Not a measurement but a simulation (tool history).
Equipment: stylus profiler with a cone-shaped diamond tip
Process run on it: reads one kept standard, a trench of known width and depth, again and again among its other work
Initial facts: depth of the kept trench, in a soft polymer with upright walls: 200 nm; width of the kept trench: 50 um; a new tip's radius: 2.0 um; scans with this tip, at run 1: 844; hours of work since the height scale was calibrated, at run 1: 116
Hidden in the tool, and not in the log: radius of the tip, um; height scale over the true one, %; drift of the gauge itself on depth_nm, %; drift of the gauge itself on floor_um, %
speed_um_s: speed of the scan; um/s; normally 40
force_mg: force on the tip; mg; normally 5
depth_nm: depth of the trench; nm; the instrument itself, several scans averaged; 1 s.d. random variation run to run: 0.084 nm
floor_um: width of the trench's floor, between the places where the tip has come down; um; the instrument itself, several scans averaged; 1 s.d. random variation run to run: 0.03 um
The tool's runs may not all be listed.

run	day	speed_um_s	force_mg	scans with this tip	hours of work since the height scale was calibrated	depth_nm	floor_um
1	0	40	5	844	116	202.61	48.11
2	0.621	40	5	897	123	202.62	48.15
3	1.421	40	14.58	965	133	205.07	48.2
4	1.862	40	14.58	1003	138	205.17	48.14
5	2.371	40	14.58	1047	144	205.07	48.18
6	2.8	40	14.58	1083	149	204.93	48.12
7	3.383	40	3.98	1133	156	202.21	48.12
8	4.171	40	3.98	1200	165	202.08	48.08
9	4.7	40	5	1246	171	202.45	48.16
10	5.292	40	12.4	1296	178	204.59	48.17
11	6.092	40	12.4	1365	188	204.47	48.17
12	6.425	40	12.4	1393	192	204.67	48.14
13	6.808	25	5	1426	196	202.59	48.19
14	7.533	25	5	1488	205	202.55	48.12
15	8.046	25	2.37	1532	211	201.61	48.12
16	8.567	40	4.02	1577	217	202.29	48.14
17	9.046	40	4.02	1618	222	202.24	48.09
18	9.583	40	4.02	1663	229	202.31	48.09
19	10.033	40	5	1702	234	202.66	48.04
20	10.779	40	5	1766	243	202.63	48.12
21	11.279	40	5	1808	249	202.62	48.14
22	11.725	40	5	1847	254	202.64	48.09
23	12.1	40	5	1879	258	202.5	48.09
24	12.567	51	2.91	1918	264	201.88	48.01
25	13.208	73	2.91	1974	271	201.86	47.93
26	13.688	11	8.71	2014	277	203.58	48.21
27	14.346	10	2.57	2071	285	201.8	48.12
28	14.725	87	5	2103	289	202.71	47.99
29	15.183	87	5	2142	295	202.67	48.01
30	15.917	87	5	2205	303	202.56	47.92
31	16.367	116	2	2244	308	201.51	47.66
32	16.712	116	2	2273	313	201.54	47.73
33	17.321	116	2	2325	320	201.61	47.68
34	17.975	68	8.62	2381	327	203.67	48.07
35	18.429	68	8.62	2420	333	203.75	48
36	19.146	100	2.13	2481	341	201.6	47.74
37	19.788	103	1.83	2536	349	201.41	47.7
38	20.529	103	1.83	2599	357	201.28	47.68
39	21.233	11	5.11	2660	366	202.66	48.11
40	21.771	29	2.77	2706	372	201.74	48.04
41	22.162	29	2.77	2739	377	201.91	48.03
42	22.617	11	9.15	2778	382	203.86	48.08
43	23.242	11	14.67	2831	389	205.21	48.12
44	23.9	85	4.99	2888	397	202.82	47.89
45	24.521	85	4.99	2941	404	202.76	47.9
46	25.079	20	13.9	2989	411	205.09	48.15

Here are 3 independent what-if runs from the current tool condition. What would each one return?
A	25.821	12	5.15	3052	420	?	?
B	25.821	34	4.08	3052	420	?	?
C	25.821	66	8.7	3052	420	?	?

run	depth_nm	floor_um
A	202.79	48.08
B	202.22	48.04
C	203.81	47.94
Had the tool no hidden state, the same runs would have come out as:
run	depth_nm	floor_um
A	202.46	48.21
B	201.89	48.17
C	203.48	48.07

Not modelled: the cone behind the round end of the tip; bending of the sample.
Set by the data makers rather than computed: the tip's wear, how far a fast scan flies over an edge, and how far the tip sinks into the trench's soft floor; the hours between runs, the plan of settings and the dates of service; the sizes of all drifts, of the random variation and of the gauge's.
